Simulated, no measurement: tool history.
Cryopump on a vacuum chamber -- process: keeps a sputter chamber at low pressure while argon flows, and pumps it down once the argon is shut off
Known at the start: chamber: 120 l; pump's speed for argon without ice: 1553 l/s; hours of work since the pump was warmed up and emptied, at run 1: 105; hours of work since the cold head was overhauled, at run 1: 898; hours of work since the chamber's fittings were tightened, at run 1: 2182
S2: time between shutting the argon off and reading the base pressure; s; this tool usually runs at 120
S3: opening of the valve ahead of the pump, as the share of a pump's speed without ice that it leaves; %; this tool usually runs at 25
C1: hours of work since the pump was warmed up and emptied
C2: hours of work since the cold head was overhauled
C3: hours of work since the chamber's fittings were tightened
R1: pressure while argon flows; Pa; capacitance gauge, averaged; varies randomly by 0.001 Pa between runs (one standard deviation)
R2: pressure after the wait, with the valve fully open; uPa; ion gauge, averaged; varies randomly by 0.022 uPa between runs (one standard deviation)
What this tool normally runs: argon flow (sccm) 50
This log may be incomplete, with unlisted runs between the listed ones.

Run 1, hour 0: usual settings; C1 105; C2 898; C3 2182. Result: R1 0.2194 Pa, R2 1.68 uPa.
Run 2, hour 51.7: usual settings; C1 129; C2 922; C3 2206. Result: R1 0.2219 Pa, R2 1.68 uPa.
Run 3, hour 137.2: usual settings; C1 168; C2 961; C3 2245. Result: R1 0.221 Pa, R2 1.69 uPa.
Run 4, hour 193.9: usual settings; C1 194; C2 987; C3 2272. Result: R1 0.2225 Pa, R2 1.72 uPa.
Run 5, hour 279: usual settings but S3 30 %; C1 234; C2 1027; C3 2311. Result: R1 0.1838 Pa, R2 1.68 uPa.
Run 6, hour 360.4: usual settings but S2 106 s; C1 271; C2 1064; C3 2349. Result: R1 0.2213 Pa, R2 1.75 uPa.
Run 7, hour 439.2: usual settings but S2 50 s; C1 308; C2 1101; C3 2385. Result: R1 0.2224 Pa, R2 2.42 uPa.
Run 8, hour 532: usual settings but S2 50 s; C1 351; C2 1144; C3 2428. Result: R1 0.2239 Pa, R2 2.51 uPa.
Run 9, hour 614.5: usual settings but S2 50 s; C1 389; C2 1182; C3 2466. Result: R1 0.2249 Pa, R2 2.51 uPa.
Run 10, hour 706.9: usual settings but argon flow (sccm) 35; C1 431; C2 1225; C3 2509. Result: R1 0.1578 Pa, R2 1.9 uPa.
Run 11, hour 780.5: usual settings but argon flow (sccm) 35; C1 465; C2 1259; C3 2543. Result: R1 0.1581 Pa, R2 1.86 uPa.
Run 12, hour 829.2: usual settings; C1 488; C2 1281; C3 2565. Result: R1 0.225 Pa, R2 1.89 uPa.
Run 13, hour 904.1: usual settings; C1 523; C2 1316; C3 2600. Result: R1 0.2278 Pa, R2 1.98 uPa.
Run 14, hour 984.3: usual settings; C1 560; C2 1353; C3 2637. Result: R1 0.2281 Pa, R2 1.95 uPa.
Run 15, hour 1035.1: usual settings; C1 583; C2 1376; C3 2660. Result: R1 0.2255 Pa, R2 1.97 uPa.
Run 16, hour 1101.6: usual settings; C1 614; C2 1407; C3 2691. Result: R1 0.2266 Pa, R2 1.97 uPa.
Run 17, hour 1147.3: usual settings; C1 635; C2 1428; C3 2712. Result: R1 0.2319 Pa, R2 2.09 uPa.
Run 18, hour 1212.9: usual settings; C1 665; C2 1458; C3 2743. Result: R1 0.2291 Pa, R2 2.08 uPa.
Run 19, hour 1270.1: usual settings but argon flow (sccm) 25; C1 692; C2 1485; C3 2769. Result: R1 0.1146 Pa, R2 2.15 uPa.
Run 20, hour 1353.2: usual settings but argon flow (sccm) 25; C1 730; C2 1523; C3 2807. Result: R1 0.1147 Pa, R2 2.16 uPa.
Run 21, hour 1397.1: usual settings but argon flow (sccm) 25; C1 750; C2 1544; C3 2828. Result: R1 0.1145 Pa, R2 2.22 uPa.
At hour 1428.5: pump warmed up, emptied and cooled again.
Run 22, hour 1470.3: usual settings but argon flow (sccm) 25; C1 19; C2 1575; C3 2859. Result: R1 0.1084 Pa, R2 1.89 uPa.
At hour 1548.9: leaking fittings of the chamber tightened, without venting.
Run 23, hour 1553.9: usual settings but argon flow (sccm) 25, S2 97 s, S3 28 %; C1 57; C2 1613; C3 2. Result: R1 0.0979 Pa, R2 0.79 uPa.
Run 24, hour 1606.7: usual settings but argon flow (sccm) 25, S2 97 s, S3 28 %; C1 81; C2 1637; C3 27. Result: R1 0.0982 Pa, R2 0.81 uPa.
Run 25, hour 1683.4: usual settings but argon flow (sccm) 57, S2 23 s; C1 117; C2 1673; C3 62. Result: R1 0.2527 Pa, R2 2.8 uPa.
Run 26, hour 1736.6: usual settings but argon flow (sccm) 82, S2 93 s, S3 59 %; C1 141; C2 1697; C3 87. Result: R1 0.1573 Pa, R2 0.86 uPa.
Run 27, hour 1828.3: usual settings but argon flow (sccm) 82, S2 93 s, S3 59 %; C1 184; C2 1740; C3 129. Result: R1 0.1584 Pa, R2 0.89 uPa.
Run 28, hour 1879.5: usual settings but argon flow (sccm) 82, S2 93 s, S3 59 %; C1 208; C2 1763; C3 153. Result: R1 0.1588 Pa, R2 0.9 uPa.
Run 29, hour 1968.9: usual settings but argon flow (sccm) 27, S2 35 s, S3 58 %; C1 249; C2 1805; C3 194. Result: R1 0.0531 Pa, R2 1.95 uPa.
Run 30, hour 2044.9: usual settings but argon flow (sccm) 27, S2 35 s, S3 58 %; C1 284; C2 1840; C3 229. Result: R1 0.0529 Pa, R2 1.89 uPa.
Run 31, hour 2085.9: usual settings but argon flow (sccm) 27, S2 92 s, S3 34 %; C1 303; C2 1859; C3 248. Result: R1 0.0895 Pa, R2 0.95 uPa.
Run 32, hour 2169.6: usual settings but argon flow (sccm) 27, S2 92 s, S3 34 %; C1 342; C2 1897; C3 287. Result: R1 0.0895 Pa, R2 0.94 uPa.
Run 33, hour 2254.8: usual settings but S2 30 s; C1 381; C2 1937; C3 326. Result: R1 0.2247 Pa, R2 2.24 uPa.

Consider 4 possible next runs. They are alternatives, not a sequence: every one starts from the tool as it was left by run 33. What does each give?
Run A, hour 2347.6: usual settings but argon flow (sccm) 41, S2 80 s, S3 53 %; C1 424; C2 1980; C3 369. Result: R1 ?, R2 ?.
Run B, hour 2347.6: usual settings but argon flow (sccm) 76, S2 30 s, S3 22 %; C1 424; C2 1980; C3 369. Result: R1 ?, R2 ?.
Run C, hour 2347.6: usual settings but argon flow (sccm) 47, S2 30 s, S3 33 %; C1 424; C2 1980; C3 369. Result: R1 ?, R2 ?.
Run D, hour 2347.6: usual settings but argon flow (sccm) 23, S2 47 s, S3 20 %; C1 424; C2 1980; C3 369. Result: R1 ?, R2 ?.

run      R1    R2
  A    0.09  1.11
  B   0.387  2.35
  C  0.1614  2.28
  D  0.1283   1.6
Without the tool's unlogged condition, the same runs would have read:
run      R1    R2
  A  0.0836  0.91
  B  0.3752  2.15
  C  0.1541  2.08
  D  0.1247   1.4
